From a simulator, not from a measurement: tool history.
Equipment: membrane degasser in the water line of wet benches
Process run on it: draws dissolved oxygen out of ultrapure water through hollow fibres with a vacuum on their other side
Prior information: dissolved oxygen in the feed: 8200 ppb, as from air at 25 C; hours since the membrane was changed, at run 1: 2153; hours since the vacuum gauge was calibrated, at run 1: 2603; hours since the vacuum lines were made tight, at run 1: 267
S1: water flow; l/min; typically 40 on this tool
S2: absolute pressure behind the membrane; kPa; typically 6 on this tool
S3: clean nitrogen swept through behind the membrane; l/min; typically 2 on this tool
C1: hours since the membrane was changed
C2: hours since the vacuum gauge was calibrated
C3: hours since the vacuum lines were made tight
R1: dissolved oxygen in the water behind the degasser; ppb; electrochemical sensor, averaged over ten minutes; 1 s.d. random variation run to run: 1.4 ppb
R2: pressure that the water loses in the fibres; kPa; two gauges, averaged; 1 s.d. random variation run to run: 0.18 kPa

| run | hour | S1 | S2 | S3 | C1 | C2 | C3 | R1 | R2 |
|---|---|---|---|---|---|---|---|---|---|
| 1 | 0 | 40 | 6 | 2 | 2153 | 2603 | 267 | 148.8 | 36.45 |
| 2 | 56.6 | 40 | 6 | 2 | 2209 | 2660 | 324 | 146.5 | 36.39 |
| 3 | 101.1 | 40 | 6 | 2 | 2254 | 2704 | 368 | 149.1 | 36.37 |
| 4 | 165 | 40 | 6 | 2 | 2318 | 2768 | 432 | 146.6 | 36.26 |
| 5 | 235.5 | 40 | 6 | 2.69 | 2388 | 2839 | 503 | 117.8 | 36.86 |
| 6 | 284.9 | 40 | 9.06 | 2.69 | 2438 | 2888 | 552 | 218 | 36.58 |
| 7 | 358 | 40 | 9.06 | 2.69 | 2511 | 2961 | 625 | 218.8 | 36.56 |
| 8 | 401.1 | 37 | 6 | 2 | 2554 | 3004 | 668 | 134.8 | 33.8 |
| 9 | 482.4 | 37 | 6 | 2 | 2635 | 3086 | 750 | 138 | 33.8 |
| 10 | 554.3 | 37 | 6 | 2 | 2707 | 3157 | 821 | 136 | 34.36 |
| 11 | 590.9 | 37 | 6 | 1.16 | 2744 | 3194 | 858 | 206.4 | 33.69 |
| 12 | 623.5 | 37 | 6 | 1.16 | 2776 | 3227 | 891 | 205.2 | 34.05 |
| 13 | 684.8 | 37 | 9.42 | 1.16 | 2838 | 3288 | 952 | 416.5 | 33.6 |
| 14 | 750.6 | 37 | 9.42 | 1.16 | 2903 | 3354 | 1018 | 420.2 | 33.84 |
| 15 | 808.2 | 37 | 9.42 | 1.16 | 2961 | 3411 | 1075 | 420.8 | 34.1 |
| 16 | 884.3 | 37 | 9.42 | 1.16 | 3037 | 3487 | 1151 | 429.8 | 33.89 |
| 17 | 935.2 | 37 | 9.42 | 1.16 | 3088 | 3538 | 1202 | 421 | 33.89 |
| 18 | 994.5 | 28 | 10.45 | 3.38 | 3147 | 3598 | 1262 | 151.8 | 25.26 |
| 19 | 1027.9 | 24 | 10.45 | 5.6 | 3181 | 3631 | 1295 | 80.4 | 22.06 |
| 20 | 1106.9 | 40 | 9.68 | 2 | 3260 | 3710 | 1374 | 308.6 | 36.46 |
| 21 | 1181.3 | 27 | 13.39 | 1.72 | 3334 | 3784 | 1448 | 364.9 | 24.91 |
| 22 | 1235.7 | 27 | 13.39 | 1.72 | 3388 | 3839 | 1503 | 365.2 | 25.01 |
| 23 | 1279.9 | 27 | 10.49 | 0.81 | 3433 | 3883 | 1547 | 497.9 | 24.79 |
| 24 | 1343.9 | 55 | 6 | 2 | 3497 | 3947 | 1611 | 216.4 | 50.52 |
| 25 | 1377.8 | 40 | 13.64 | 1.02 | 3531 | 3981 | 1645 | 780.8 | 37.12 |
| 26 | 1456.3 | 46 | 9.88 | 1.35 | 3609 | 4059 | 1723 | 486.6 | 42.65 |
| 27 | 1489.9 | 39 | 12.93 | 1.98 | 3643 | 4093 | 1757 | 427.9 | 35.74 |
| 28 | 1542.9 | 25 | 6 | 3.05 | 3696 | 4146 | 1810 | 64.1 | 23.12 |
| 29 | 1601.7 | 28 | 9.97 | 1.76 | 3754 | 4205 | 1869 | 253.2 | 25.81 |
| 30 | 1641.7 | 28 | 9.97 | 1.76 | 3794 | 4245 | 1909 | 257.9 | 25.91 |
| 31 | 1677.6 | 27 | 9.39 | 0.87 | 3830 | 4281 | 1945 | 412.9 | 24.94 |
| 32 | 1735.6 | 27 | 6 | 5.56 | 3888 | 4339 | 2003 | 41.8 | 24.78 |
| 33 | 1797.1 | 37 | 6.09 | 1.6 | 3950 | 4400 | 2064 | 172.6 | 34.18 |

Predict each of these 3 candidate next runs independently; none follows another, all start after run 33:
| A | 1858.5 | 44 | 6 | 2 | 4011 | 4462 | 2126 | ? | ? |
| B | 1858.5 | 33 | 4.01 | 2.59 | 4011 | 4462 | 2126 | ? | ? |
| C | 1858.5 | 40 | 10.88 | 0.86 | 4011 | 4462 | 2126 | ? | ? |

| run | R1 | R2 |
|---|---|---|
| A | 171.3 | 40.8 |
| B | 43.5 | 30.65 |
| C | 685.8 | 36.86 |
Without the tool's hidden state the same runs would have given:
| run | R1 | R2 |
|---|---|---|
| A | 153.3 | 39.43 |
| B | 32.8 | 29.62 |
| C | 660.8 | 35.61 |
